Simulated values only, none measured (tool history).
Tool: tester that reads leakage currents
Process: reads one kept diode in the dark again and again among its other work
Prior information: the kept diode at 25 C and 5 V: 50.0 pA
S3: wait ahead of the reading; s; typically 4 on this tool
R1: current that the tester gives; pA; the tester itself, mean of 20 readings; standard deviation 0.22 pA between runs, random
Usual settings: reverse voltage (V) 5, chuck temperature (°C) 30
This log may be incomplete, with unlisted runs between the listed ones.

{"run": 1, "hour": 0.0, "reverse voltage (V)": 5, "chuck temperature (°C)": 30, "S3": 4, "R1": 68.21}
{"hour": 80.5, "done": "chuck's temperature calibrated"}
{"run": 2, "hour": 102.4, "reverse voltage (V)": 5, "chuck temperature (°C)": 41, "S3": 4, "R1": 161.44}
{"run": 3, "hour": 206.1, "reverse voltage (V)": 5, "chuck temperature (°C)": 41, "S3": 4, "R1": 158.9}
{"run": 4, "hour": 257.4, "reverse voltage (V)": 5, "chuck temperature (°C)": 41, "S3": 4, "R1": 158.03}
{"run": 5, "hour": 336.5, "reverse voltage (V)": 5, "chuck temperature (°C)": 41, "S3": 4, "R1": 157.17}
{"run": 6, "hour": 393.3, "reverse voltage (V)": 5, "chuck temperature (°C)": 41, "S3": 4, "R1": 156.82}
{"run": 7, "hour": 484.7, "reverse voltage (V)": 5, "chuck temperature (°C)": 41, "S3": 4, "R1": 155.1}
{"run": 8, "hour": 555.1, "reverse voltage (V)": 5, "chuck temperature (°C)": 41, "S3": 4, "R1": 154.22}
{"run": 9, "hour": 627.9, "reverse voltage (V)": 5, "chuck temperature (°C)": 30, "S3": 9.31, "R1": 71.02}
{"hour": 674.4, "done": "tester calibrated"}
{"run": 10, "hour": 674.4, "reverse voltage (V)": 5, "chuck temperature (°C)": 30, "S3": 2.1, "R1": 69.31}
{"run": 11, "hour": 744.2, "reverse voltage (V)": 4.87, "chuck temperature (°C)": 30, "S3": 2.1, "R1": 67.51}
{"hour": 781.4, "done": "chuck's temperature calibrated"}
{"run": 12, "hour": 796.3, "reverse voltage (V)": 4.87, "chuck temperature (°C)": 30, "S3": 2.1, "R1": 73.01}
{"run": 13, "hour": 862.2, "reverse voltage (V)": 4.87, "chuck temperature (°C)": 30, "S3": 2.1, "R1": 72.89}
{"run": 14, "hour": 918.9, "reverse voltage (V)": 4.87, "chuck temperature (°C)": 30, "S3": 2.1, "R1": 72.22}
{"run": 15, "hour": 981.4, "reverse voltage (V)": 5, "chuck temperature (°C)": 30, "S3": 4, "R1": 72.35}
{"run": 16, "hour": 1031.6, "reverse voltage (V)": 3.07, "chuck temperature (°C)": 30, "S3": 4, "R1": 57.75}
{"run": 17, "hour": 1088.2, "reverse voltage (V)": 5, "chuck temperature (°C)": 30, "S3": 4, "R1": 71.63}
{"run": 18, "hour": 1183.7, "reverse voltage (V)": 5, "chuck temperature (°C)": 30, "S3": 4, "R1": 71.01}
{"run": 19, "hour": 1274.9, "reverse voltage (V)": 8.49, "chuck temperature (°C)": 41, "S3": 0.99, "R1": 191.57}
{"run": 20, "hour": 1322.2, "reverse voltage (V)": 8.49, "chuck temperature (°C)": 41, "S3": 0.99, "R1": 191.31}
{"run": 21, "hour": 1373.2, "reverse voltage (V)": 1.88, "chuck temperature (°C)": 41, "S3": 0.85, "R1": 97.66}
{"run": 22, "hour": 1418.4, "reverse voltage (V)": 5.04, "chuck temperature (°C)": 24, "S3": 7.5, "R1": 45.42}
{"hour": 1482.1, "done": "chuck's temperature calibrated"}
{"run": 23, "hour": 1510.3, "reverse voltage (V)": 2.22, "chuck temperature (°C)": 27, "S3": 0.43, "R1": 42.88}
{"run": 24, "hour": 1561.4, "reverse voltage (V)": 5, "chuck temperature (°C)": 30, "S3": 0.31, "R1": 76.9}
{"run": 25, "hour": 1665.7, "reverse voltage (V)": 5, "chuck temperature (°C)": 30, "S3": 0.31, "R1": 76.05}

The next listed run, before its measurement:
{"run": 26, "hour": 1715.3, "reverse voltage (V)": 1.99, "chuck temperature (°C)": 30, "S3": 0.31, "R1": "?"}

R1: 49.83 pA
Had the tool carried no hidden state, the very same run would have given R1 49.38 pA.
